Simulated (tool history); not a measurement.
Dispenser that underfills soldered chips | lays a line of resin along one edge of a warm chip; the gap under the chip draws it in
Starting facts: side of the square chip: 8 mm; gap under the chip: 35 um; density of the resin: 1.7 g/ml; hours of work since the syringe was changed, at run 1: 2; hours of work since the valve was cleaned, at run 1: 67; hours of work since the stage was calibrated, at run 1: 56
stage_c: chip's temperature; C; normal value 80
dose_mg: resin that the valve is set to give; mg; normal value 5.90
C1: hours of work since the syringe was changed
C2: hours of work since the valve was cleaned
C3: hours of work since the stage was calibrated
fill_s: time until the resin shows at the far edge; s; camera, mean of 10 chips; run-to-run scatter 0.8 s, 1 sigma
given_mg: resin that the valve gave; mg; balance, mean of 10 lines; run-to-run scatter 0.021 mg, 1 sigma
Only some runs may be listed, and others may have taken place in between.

run 1 day=0.000 | stage_c=80 dose_mg=5.90 | C1=2 C2=67 C3=56 | fill_s=84.1 given_mg=5.76
-- day=0.262 new syringe of resin
run 2 day=0.262 | stage_c=80 dose_mg=5.90 | C1=0 C2=71 C3=60 | fill_s=75.9 given_mg=5.75
run 3 day=0.462 | stage_c=80 dose_mg=5.90 | C1=3 C2=74 C3=64 | fill_s=90.4 given_mg=5.75
-- day=0.629 new syringe of resin
run 4 day=0.688 | stage_c=80 dose_mg=5.90 | C1=1 C2=78 C3=68 | fill_s=79.5 given_mg=5.69
run 5 day=0.846 | stage_c=80 dose_mg=5.90 | C1=4 C2=81 C3=70 | fill_s=90.5 given_mg=5.70
-- day=0.929 dispensing valve cleaned and set on the balance
-- day=1.038 new syringe of resin
run 6 day=1.046 | stage_c=80 dose_mg=5.90 | C1=0 C2=2 C3=73 | fill_s=75.9 given_mg=5.89
run 7 day=1.192 | stage_c=80 dose_mg=7.06 | C1=3 C2=4 C3=75 | fill_s=83.8 given_mg=7.05
run 8 day=1.325 | stage_c=68 dose_mg=5.90 | C1=5 C2=7 C3=78 | fill_s=174.1 given_mg=5.84
-- day=1.396 new syringe of resin
run 9 day=1.583 | stage_c=68 dose_mg=5.90 | C1=3 C2=11 C3=82 | fill_s=161.0 given_mg=5.88
run 10 day=1.717 | stage_c=68 dose_mg=5.90 | C1=6 C2=13 C3=84 | fill_s=184.2 given_mg=5.86
-- day=1.750 new syringe of resin
run 11 day=1.875 | stage_c=80 dose_mg=6.36 | C1=2 C2=16 C3=87 | fill_s=83.4 given_mg=6.31
run 12 day=1.996 | stage_c=80 dose_mg=6.36 | C1=4 C2=18 C3=89 | fill_s=92.7 given_mg=6.34
-- day=2.121 new syringe of resin
run 13 day=2.250 | stage_c=80 dose_mg=6.36 | C1=2 C2=22 C3=93 | fill_s=83.6 given_mg=6.32
-- day=2.483 new syringe of resin
run 14 day=2.512 | stage_c=80 dose_mg=6.36 | C1=1 C2=26 C3=97 | fill_s=75.8 given_mg=6.33
run 15 day=2.629 | stage_c=94 dose_mg=6.87 | C1=3 C2=28 C3=99 | fill_s=43.3 given_mg=6.80
run 16 day=2.767 | stage_c=89 dose_mg=6.28 | C1=5 C2=31 C3=102 | fill_s=61.5 given_mg=6.18
-- day=2.842 new syringe of resin
run 17 day=3.033 | stage_c=67 dose_mg=6.18 | C1=3 C2=35 C3=106 | fill_s=168.8 given_mg=6.10
-- day=3.208 new syringe of resin
run 18 day=3.212 | stage_c=71 dose_mg=5.10 | C1=0 C2=38 C3=109 | fill_s=122.2 given_mg=5.03
run 19 day=3.375 | stage_c=81 dose_mg=5.04 | C1=3 C2=41 C3=112 | fill_s=85.0 given_mg=4.96
-- day=3.571 new syringe of resin
run 20 day=3.617 | stage_c=69 dose_mg=5.90 | C1=1 C2=45 C3=116 | fill_s=137.6 given_mg=5.81
run 21 day=3.858 | stage_c=69 dose_mg=6.78 | C1=5 C2=49 C3=120 | fill_s=164.7 given_mg=6.67
-- day=3.921 new syringe of resin
run 22 day=4.021 | stage_c=69 dose_mg=5.98 | C1=2 C2=52 C3=123 | fill_s=138.4 given_mg=5.89
run 23 day=4.162 | stage_c=84 dose_mg=6.60 | C1=4 C2=54 C3=125 | fill_s=73.1 given_mg=6.46
-- day=4.275 new syringe of resin
run 24 day=4.312 | stage_c=84 dose_mg=6.60 | C1=1 C2=56 C3=127 | fill_s=62.1 given_mg=6.47
run 25 day=4.496 | stage_c=84 dose_mg=5.11 | C1=4 C2=60 C3=131 | fill_s=76.3 given_mg=4.97

Consider 4 possible next runs. They are alternatives, not a sequence: every one starts from the tool as it was left by run 25. What does each give?
-- day=4.642 new syringe of resin
run A day=4.667 | stage_c=72 dose_mg=7.43 | C1=0 C2=62 C3=133 | fill_s=? given_mg=?
-- day=4.642 new syringe of resin
run B day=4.667 | stage_c=79 dose_mg=6.65 | C1=0 C2=62 C3=133 | fill_s=? given_mg=?
-- day=4.642 new syringe of resin
run C day=4.667 | stage_c=89 dose_mg=6.81 | C1=0 C2=62 C3=133 | fill_s=? given_mg=?
-- day=4.642 new syringe of resin
run D day=4.667 | stage_c=80 dose_mg=5.38 | C1=0 C2=62 C3=133 | fill_s=? given_mg=?

run=A fill_s=113.3 given_mg=7.25
run=B fill_s=78.5 given_mg=6.50
run=C fill_s=49.8 given_mg=6.65
run=D fill_s=78.2 given_mg=5.25
Had the tool no hidden state, the same runs would have come out as:
run=A fill_s=111.1 given_mg=7.42
run=B fill_s=76.9 given_mg=6.65
run=C fill_s=48.8 given_mg=6.80
run=D fill_s=76.4 given_mg=5.38
